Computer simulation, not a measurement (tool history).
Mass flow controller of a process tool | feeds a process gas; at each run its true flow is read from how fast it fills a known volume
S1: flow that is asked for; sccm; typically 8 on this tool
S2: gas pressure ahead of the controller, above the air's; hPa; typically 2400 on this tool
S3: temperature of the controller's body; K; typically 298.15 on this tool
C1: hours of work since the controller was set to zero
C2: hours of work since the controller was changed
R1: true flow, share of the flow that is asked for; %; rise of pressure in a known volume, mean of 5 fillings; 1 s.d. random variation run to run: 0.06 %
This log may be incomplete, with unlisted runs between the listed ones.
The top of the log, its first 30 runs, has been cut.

{"run": 31, "hour": 5775.4, "S1": 14, "S2": 2690, "S3": 299.15, "C1": 2582, "C2": 2582, "R1": 100.13}
{"run": 32, "hour": 5927.6, "S1": 5, "S2": 2510, "S3": 295.15, "C1": 2646, "C2": 2646, "R1": 99.78}
{"run": 33, "hour": 6149.8, "S1": 3, "S2": 2510, "S3": 303.15, "C1": 2741, "C2": 2741, "R1": 101.63}
{"run": 34, "hour": 6349.5, "S1": 16, "S2": 2120, "S3": 301.15, "C1": 2825, "C2": 2825, "R1": 100.08}
{"run": 35, "hour": 6601.6, "S1": 13, "S2": 2490, "S3": 312.15, "C1": 2932, "C2": 2932, "R1": 100.94}
{"run": 36, "hour": 6782.4, "S1": 3, "S2": 2180, "S3": 301.15, "C1": 3009, "C2": 3009, "R1": 101.45}
{"run": 37, "hour": 6995.4, "S1": 6, "S2": 2450, "S3": 302.15, "C1": 3100, "C2": 3100, "R1": 100.23}
{"run": 38, "hour": 7201.8, "S1": 12, "S2": 2400, "S3": 313.15, "C1": 3187, "C2": 3187, "R1": 100.96}
{"run": 39, "hour": 7398.8, "S1": 12, "S2": 2400, "S3": 313.15, "C1": 3271, "C2": 3271, "R1": 100.96}
{"run": 40, "hour": 7569.9, "S1": 4, "S2": 2450, "S3": 299.15, "C1": 3344, "C2": 3344, "R1": 100.9}
{"run": 41, "hour": 7735.7, "S1": 8, "S2": 1440, "S3": 308.15, "C1": 3414, "C2": 3414, "R1": 99.87}
{"run": 42, "hour": 7846.7, "S1": 4, "S2": 2280, "S3": 298.15, "C1": 3461, "C2": 3461, "R1": 100.78}
{"run": 43, "hour": 7968.3, "S1": 4, "S2": 2280, "S3": 298.15, "C1": 3513, "C2": 3513, "R1": 100.93}
{"run": 44, "hour": 8206.6, "S1": 4, "S2": 2280, "S3": 298.15, "C1": 3614, "C2": 3614, "R1": 100.93}
{"run": 45, "hour": 8420.5, "S1": 8, "S2": 1890, "S3": 298.15, "C1": 3705, "C2": 3705, "R1": 99.56}
{"run": 46, "hour": 8544.3, "S1": 5, "S2": 1760, "S3": 307.15, "C1": 3757, "C2": 3757, "R1": 100.87}
{"run": 47, "hour": 8764.3, "S1": 5, "S2": 1910, "S3": 296.15, "C1": 3851, "C2": 3851, "R1": 100.21}
{"run": 48, "hour": 8900.7, "S1": 4, "S2": 2570, "S3": 308.15, "C1": 3908, "C2": 3908, "R1": 102.16}

3 ways to go on from here, each from the tool as it stands after run 48. What would each give?
{"run": "A", "hour": 9014.1, "S1": 20, "S2": 2570, "S3": 308.15, "C1": 3957, "C2": 3957, "R1": "?"}
{"run": "B", "hour": 9014.1, "S1": 5, "S2": 1430, "S3": 303.15, "C1": 3957, "C2": 3957, "R1": "?"}
{"run": "C", "hour": 9014.1, "S1": 4, "S2": 1410, "S3": 308.15, "C1": 3957, "C2": 3957, "R1": "?"}

run=A R1=101.39
run=B R1=100.47
run=C R1=101.48
Stripped of hidden state, with their random variation kept, the same runs would have yielded:
run=A R1=101.16
run=B R1=98.05
run=C R1=98.34

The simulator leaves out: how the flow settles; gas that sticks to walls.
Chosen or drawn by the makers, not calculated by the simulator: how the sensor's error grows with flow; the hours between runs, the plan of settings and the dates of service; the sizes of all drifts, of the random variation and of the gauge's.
